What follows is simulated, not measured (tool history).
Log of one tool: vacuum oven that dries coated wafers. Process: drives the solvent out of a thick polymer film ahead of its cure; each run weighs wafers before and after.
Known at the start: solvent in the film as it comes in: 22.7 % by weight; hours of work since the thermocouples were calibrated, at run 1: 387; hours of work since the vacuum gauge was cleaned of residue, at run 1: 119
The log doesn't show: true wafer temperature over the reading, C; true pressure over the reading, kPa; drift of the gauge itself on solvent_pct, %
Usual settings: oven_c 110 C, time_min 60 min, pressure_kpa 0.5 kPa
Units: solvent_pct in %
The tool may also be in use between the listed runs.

run	hour	oven_c	time_min	pressure_kpa	hours of work since the thermocouples were calibrated	hours of work since the vacuum gauge was cleaned of residue	solvent_pct
1	0	110	60	0.5	387	119	2.21
2	11.4	110	60	0.5	391	123	2.23
3	21.3	97	60	0.5	395	127	6.62
4	34.1	97	60	0.5	401	133	6.67
5	46.2	97	60	0.5	405	137	6.49
6	59.3	110	60	0.5	411	143	2.16
7	72.4	110	60	0.5	416	148	2.24
8	79.4	110	60	0.5	419	151	2.17
9	92.6	110	60	0.5	424	156	2.15
10	99.9	110	60	0.432	427	159	2.13
11	109.8	110	60	0.432	431	163	2.15
12	119.3	110	60	0.432	435	167	2.2
13	129.3	110	60	0.555	439	171	2.34
14	141.8	110	60	0.5	444	176	2.24
15	153.9	110	60	0.5	449	181	2.26
16	161.7	110	60	0.5	452	184	2.21
17	172.5	110	60	0.5	457	189	2.17
18	183.1	110	30	0.5	461	193	6.15
19	193.7	110	30	0.5	465	197	6.22
20	206.6	110	30	0.5	471	203	6.08
21	220.3	101	30	0.5	476	208	9.67
22	229.6	101	30	0.5	480	212	9.5
23	238.8	101	30	0.5	484	216	9.49
24	250.9	110	60	0.5	489	221	2.16
25	262.5	98	101	0.5	493	225	3.11
26	276.5	107	61	1.138	499	231	3.54
27	291.1	107	61	1.138	505	237	3.5
28	298.1	114	42	0.5	508	240	2.78
29	311.9	114	42	0.5	513	245	2.78
30	322	114	42	0.5	517	249	2.91
31	332.6	109	46	1.123	522	254	4.28
32	344.3	109	46	1.123	526	258	4.17
33	354.5	109	75	1.266	531	263	2.2
34	364.8	112	45	0.536	535	267	3.09
35	373	112	45	0.536	538	270	3.06
36	388.6	107	81	0.326	544	276	1.67
37	395.5	103	73	1.418	547	279	4.04
38	405.1	117	60	1.104	551	283	1.37
39	413.1	117	60	1.104	554	286	1.31
40	422.6	101	99	1.105	558	290	2.95
41	435.9	100	101	0.5	564	296	2.65
42	447.8	123	56	0.581	568	300	0.61
43	463.8	123	56	0.581	575	307	0.62
44	478.1	98	60	0.722	581	313	6.48
45	490.6	99	84	1.039	586	318	4.43
46	503.7	117	68	0.955	591	323	1.04
47	518.2	117	68	0.955	597	329	0.97
48	525.3	117	82	1.107	600	332	0.86

Some steps in solvent_pct between neighbouring runs. How much of each would the tool show without its hidden state too (settings, what came in, random variation), and how much is left for the hidden state, with any gauge scatter that isn't in both results?
Run 2 -> 3: oven_c 110 -> 97. solvent_pct +4.39 %: hidden state +0.13, all else +4.26.
Run 23 -> 24: oven_c 101 -> 110, time_min 30 -> 60. solvent_pct -7.33 %: hidden state -0.11, all else -7.22.
Run 41 -> 42: oven_c 100 -> 123, time_min 101 -> 56, pressure_kpa 0.5 -> 0.581. solvent_pct -2.04 %: hidden state -0.25, all else -1.79.
Run 43 -> 44: oven_c 123 -> 98, time_min 56 -> 60, pressure_kpa 0.581 -> 0.722. solvent_pct +5.86 %: hidden state +0.37, all else +5.49.
Run 45 -> 46: oven_c 99 -> 117, time_min 84 -> 68, pressure_kpa 1.039 -> 0.955. solvent_pct -3.39 %: hidden state -0.29, all else -3.1.

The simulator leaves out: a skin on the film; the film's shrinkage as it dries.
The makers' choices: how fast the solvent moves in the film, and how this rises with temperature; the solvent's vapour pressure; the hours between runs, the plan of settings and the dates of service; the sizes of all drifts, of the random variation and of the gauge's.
